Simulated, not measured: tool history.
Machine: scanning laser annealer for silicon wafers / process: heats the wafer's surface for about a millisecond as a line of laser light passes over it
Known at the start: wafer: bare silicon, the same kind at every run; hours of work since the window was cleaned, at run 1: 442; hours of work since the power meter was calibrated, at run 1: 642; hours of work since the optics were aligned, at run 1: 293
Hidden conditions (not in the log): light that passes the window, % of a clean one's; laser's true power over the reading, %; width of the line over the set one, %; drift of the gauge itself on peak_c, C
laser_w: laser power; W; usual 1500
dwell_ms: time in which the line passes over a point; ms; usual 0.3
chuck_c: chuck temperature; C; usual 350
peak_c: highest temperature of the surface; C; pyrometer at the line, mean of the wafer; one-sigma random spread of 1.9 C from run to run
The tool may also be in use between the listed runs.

run	day	laser_w	dwell_ms	chuck_c	hours of work since the window was cleaned	hours of work since the power meter was calibrated	hours of work since the optics were aligned	peak_c
1	0	1500	0.3	350	442	642	293	1128
2	1.496	1500	0.3	350	464	665	316	1129
3	2.608	1500	0.3	350	481	682	333	1122
4	3.558	1500	0.3	350	496	696	348	1128
5	4.712	1500	0.3	350	514	714	365	1124
6	5.325	1500	0.3	350	523	723	375	1129
# day 5.558: window over the wafer cleaned
7	6.25	1500	0.243	350	11	736	388	1052
8	7.038	1500	0.243	350	23	748	400	1053
9	8.438	1500	0.243	350	44	770	421	1052
10	9.346	1500	0.243	350	58	784	435	1053
11	10.671	1500	0.243	350	78	804	455	1054
12	11.942	1500	0.32	350	97	823	474	1150
13	12.821	1500	0.32	350	111	837	488	1152
14	13.588	1500	0.3	350	123	848	500	1123
15	14.638	1500	0.3	350	139	864	516	1129
16	15.354	1500	0.379	350	150	875	527	1220
17	16.088	1500	0.3	364	161	886	538	1143
18	16.912	1500	0.219	350	173	899	550	1017
19	17.554	1500	0.219	350	183	909	560	1015
20	18.967	1500	0.219	350	205	930	582	1017
21	20.062	1500	0.35	350	221	947	598	1188
22	20.896	1500	0.35	350	234	960	611	1186
23	21.521	1500	0.273	350	244	969	621	1091
24	22.625	1500	0.273	350	261	986	638	1090
25	23.942	1532	0.217	338	281	1006	658	1024
26	25.058	1532	0.217	338	298	1023	675	1018
27	25.842	1507	0.261	389	310	1035	687	1118
28	26.917	1444	0.236	376	326	1052	703	1035
29	28.029	1444	0.236	376	343	1069	720	1034
30	29.471	1601	0.263	357	365	1091	742	1147
31	30.654	1429	0.278	338	383	1109	760	1041
32	31.375	1342	0.3	312	394	1120	771	987
33	32.546	1417	0.3	340	412	1138	789	1063
34	33.971	1500	0.3	365	434	1159	811	1143
35	35.333	1500	0.3	365	455	1180	832	1146
36	36.275	1343	0.353	353	469	1195	846	1082
37	37.321	1509	0.341	350	485	1211	862	1179
# day 38.654: optics aligned, line set to its width
38	38.933	1605	0.275	350	506	1232	4	1162
# day 40.321: window over the wafer cleaned
39	40.321	1647	0.269	350	0	1252	24	1177
40	41.717	1647	0.269	350	21	1273	45	1179

Each row is a separate what-if for the run after 40, all from the same tool condition, not one after another. Results?
A	42.829	1429	0.3	350	38	1290	62	?
B	42.829	1633	0.269	379	38	1290	62	?
C	42.829	1446	0.3	350	38	1290	62	?
D	42.829	1647	0.318	331	38	1290	62	?

run	peak_c
A	1083
B	1199
C	1091
D	1233
Without the tool's unlogged condition, the same runs would have read:
run	peak_c
A	1083
B	1199
C	1091
D	1233
